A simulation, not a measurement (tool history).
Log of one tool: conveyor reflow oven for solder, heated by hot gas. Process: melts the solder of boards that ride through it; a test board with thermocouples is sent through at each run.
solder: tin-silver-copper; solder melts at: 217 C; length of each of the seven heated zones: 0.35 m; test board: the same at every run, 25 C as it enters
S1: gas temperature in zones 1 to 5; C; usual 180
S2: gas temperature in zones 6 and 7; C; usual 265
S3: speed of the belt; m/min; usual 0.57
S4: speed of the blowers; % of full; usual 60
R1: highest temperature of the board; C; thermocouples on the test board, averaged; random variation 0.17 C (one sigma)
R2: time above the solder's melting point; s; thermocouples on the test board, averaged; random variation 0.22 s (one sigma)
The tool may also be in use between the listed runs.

Run 1, hour 0: usual settings. Result: R1 245.2 C, R2 50.4 s.
Run 2, hour 16: usual settings. Result: R1 244.8 C, R2 50.6 s.
Run 3, hour 32.4: usual settings. Result: R1 244.7 C, R2 50.5 s.
Run 4, hour 41: usual settings. Result: R1 244.7 C, R2 50.6 s.
Run 5, hour 56.8: usual settings. Result: R1 244.5 C, R2 50.5 s.
Run 6, hour 68.9: usual settings. Result: R1 244.6 C, R2 50.4 s.
Run 7, hour 77: usual settings but S2 266 C. Result: R1 245.4 C, R2 51.3 s.
Run 8, hour 84.9: usual settings but S2 266 C. Result: R1 245.3 C, R2 50.5 s.
Run 9, hour 95.8: usual settings but S2 266 C. Result: R1 245.4 C, R2 51 s.
At hour 104.5: flux residue cleaned out of gas plates and filters.
Run 10, hour 116.9: usual settings but S2 253 C. Result: R1 238 C, R2 45 s.
Run 11, hour 125.7: usual settings but S3 0.51 m/min. Result: R1 251.1 C, R2 64.6 s.
Run 12, hour 133: usual settings but S2 259 C. Result: R1 242.9 C, R2 50.3 s.
Run 13, hour 149.7: usual settings but S2 259 C, S3 0.571 m/min. Result: R1 242.6 C, R2 49.9 s.
Run 14, hour 162: usual settings but S3 0.588 m/min. Result: R1 246.8 C, R2 51.5 s.
Run 15, hour 179.7: usual settings but S1 177 C, S3 0.588 m/min. Result: R1 246.2 C, R2 49.7 s.
Run 16, hour 193.5: usual settings but S1 177 C, S3 0.588 m/min. Result: R1 246.1 C, R2 49.6 s.
Run 17, hour 208.9: usual settings but S4 54 % of full. Result: R1 245.9 C, R2 52.1 s.
Run 18, hour 224.7: usual settings but S2 270 C, S3 0.59 m/min, S4 82 % of full. Result: R1 255.8 C, R2 58.7 s.
Run 19, hour 234.2: usual settings but S2 270 C, S3 0.59 m/min, S4 62 % of full. Result: R1 251 C, R2 54.8 s.
Run 20, hour 243.3: usual settings but S1 191 C, S2 270 C, S3 0.59 m/min, S4 51 % of full. Result: R1 250.3 C, R2 57.8 s.
Run 21, hour 256.3: usual settings but S1 191 C, S2 270 C, S3 0.59 m/min, S4 51 % of full. Result: R1 250.5 C, R2 58.1 s.
Run 22, hour 271.9: usual settings but S1 186 C, S2 270 C, S3 0.575 m/min, S4 84 % of full. Result: R1 257.8 C, R2 63.8 s.
Run 23, hour 288.1: usual settings but S1 186 C, S2 274 C, S3 0.575 m/min, S4 84 % of full. Result: R1 260.8 C, R2 66 s.
Run 24, hour 297: usual settings but S1 186 C, S2 274 C, S3 0.575 m/min, S4 84 % of full. Result: R1 261.2 C, R2 65.4 s.
Run 25, hour 309.3: usual settings but S1 190 C, S2 255 C, S4 78 % of full. Result: R1 244.6 C, R2 57.7 s.
Run 26, hour 319.9: usual settings but S3 0.661 m/min. Result: R1 242 C, R2 41.1 s.
Run 27, hour 328: usual settings but S1 190 C, S3 0.647 m/min. Result: R1 245.1 C, R2 48.5 s.
Run 28, hour 337.3: usual settings but S1 190 C, S2 278 C, S3 0.62 m/min. Result: R1 257.5 C, R2 59.2 s.
Run 29, hour 348.9: usual settings but S1 190 C, S2 278 C, S3 0.62 m/min. Result: R1 257.5 C, R2 59.7 s.
Run 30, hour 366.6: usual settings but S1 190 C, S2 278 C, S3 0.62 m/min. Result: R1 257.2 C, R2 59.3 s.
Run 31, hour 377: usual settings but S1 190 C, S2 278 C, S3 0.62 m/min. Result: R1 257 C, R2 59.2 s.

3 ways to go on from here, each from the tool as it stands after run 31. What would each give?
Run A, hour 388.5: usual settings but S2 278 C, S3 0.632 m/min, S4 86 % of full. Result: R1 ?, R2 ?.
Run B, hour 388.5: usual settings but S1 173 C, S4 52 % of full. Result: R1 ?, R2 ?.
Run C, hour 388.5: usual settings but S1 190 C, S3 0.573 m/min. Result: R1 ?, R2 ?.

run     R1    R2
  A    261  57.4
  B  243.2  46.6
  C  249.5  59.4
Without the tool's hidden state the same runs would have given:
run     R1    R2
  A  261.5  56.5
  B  243.2  45.8
  C  249.5  58.3
